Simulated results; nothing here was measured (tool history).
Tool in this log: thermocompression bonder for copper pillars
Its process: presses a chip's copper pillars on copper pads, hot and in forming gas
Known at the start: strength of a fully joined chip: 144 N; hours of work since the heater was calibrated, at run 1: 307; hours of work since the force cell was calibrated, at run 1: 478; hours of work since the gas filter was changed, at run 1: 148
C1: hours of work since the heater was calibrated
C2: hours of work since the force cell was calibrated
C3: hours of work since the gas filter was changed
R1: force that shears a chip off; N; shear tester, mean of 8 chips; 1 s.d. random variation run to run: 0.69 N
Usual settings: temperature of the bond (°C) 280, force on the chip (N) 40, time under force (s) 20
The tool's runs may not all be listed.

Run 1, hour 0.0: usual settings; C1 307; C2 478; C3 148. Result: R1 59.5 N.
Run 2, hour 77.0: usual settings; C1 339; C2 510; C3 180. Result: R1 57.5 N.
Run 3, hour 119.4: usual settings; C1 357; C2 528; C3 198. Result: R1 57.6 N.
Run 4, hour 182.8: usual settings; C1 383; C2 554; C3 224. Result: R1 56.5 N.
Run 5, hour 242.3: usual settings; C1 408; C2 579; C3 249. Result: R1 55.4 N.
Run 6, hour 321.1: usual settings but time under force (s) 38; C1 441; C2 612; C3 282. Result: R1 68.5 N.
Run 7, hour 355.3: usual settings; C1 455; C2 626; C3 296. Result: R1 54.7 N.
At hour 401.8: forming gas filter changed.
Run 8, hour 409.6: usual settings; C1 478; C2 648; C3 3. Result: R1 57.5 N.
Run 9, hour 484.7: usual settings but time under force (s) 24; C1 509; C2 679; C3 35. Result: R1 60.7 N.
Run 10, hour 530.9: usual settings but time under force (s) 23; C1 528; C2 699; C3 54. Result: R1 60.4 N.
Run 11, hour 576.8: usual settings but time under force (s) 41; C1 547; C2 718; C3 73. Result: R1 71.9 N.
Run 12, hour 620.3: usual settings but time under force (s) 39; C1 565; C2 736; C3 91. Result: R1 70.4 N.
At hour 647.3: heater calibrated with a thermocouple chip.
Run 13, hour 676.1: usual settings but time under force (s) 39; C1 12; C2 758; C3 113. Result: R1 80.9 N.
Run 14, hour 754.6: usual settings but time under force (s) 39; C1 45; C2 791; C3 146. Result: R1 79.5 N.
Run 15, hour 816.7: usual settings but time under force (s) 39; C1 71; C2 817; C3 172. Result: R1 79.2 N.
Run 16, hour 853.5: usual settings but time under force (s) 39; C1 86; C2 832; C3 187. Result: R1 77.0 N.
Run 17, hour 932.6: usual settings but time under force (s) 39; C1 119; C2 865; C3 220. Result: R1 77.2 N.
Run 18, hour 967.5: usual settings but force on the chip (N) 46; C1 133; C2 880; C3 235. Result: R1 66.8 N.
Run 19, hour 1043.4: usual settings but force on the chip (N) 46; C1 165; C2 911; C3 266. Result: R1 64.1 N.
Run 20, hour 1083.7: usual settings but force on the chip (N) 46; C1 182; C2 928; C3 283. Result: R1 64.2 N.
Run 21, hour 1150.6: usual settings but temperature of the bond (°C) 270; C1 210; C2 956; C3 311. Result: R1 49.5 N.
At hour 1159.1: forming gas filter changed.
Run 22, hour 1189.8: usual settings but temperature of the bond (°C) 270; C1 226; C2 972; C3 13. Result: R1 53.8 N.
Run 23, hour 1245.9: usual settings but temperature of the bond (°C) 274, time under force (s) 14; C1 249; C2 995; C3 36. Result: R1 47.4 N.
Run 24, hour 1282.6: usual settings but temperature of the bond (°C) 274, time under force (s) 14; C1 264; C2 1011; C3 51. Result: R1 48.0 N.
Run 25, hour 1338.3: usual settings but temperature of the bond (°C) 276, force on the chip (N) 47, time under force (s) 51; C1 287; C2 1034; C3 75. Result: R1 86.7 N.

Run 26 comes next. What will it give?
Run 26, hour 1405.9: usual settings but temperature of the bond (°C) 276, force on the chip (N) 47, time under force (s) 51; C1 316; C2 1062; C3 103. Result: R1 ?.

R1: 85.3 N
With the hidden condition absent and the run-to-run variation left alone, this run would have shown R1 95.7 N.
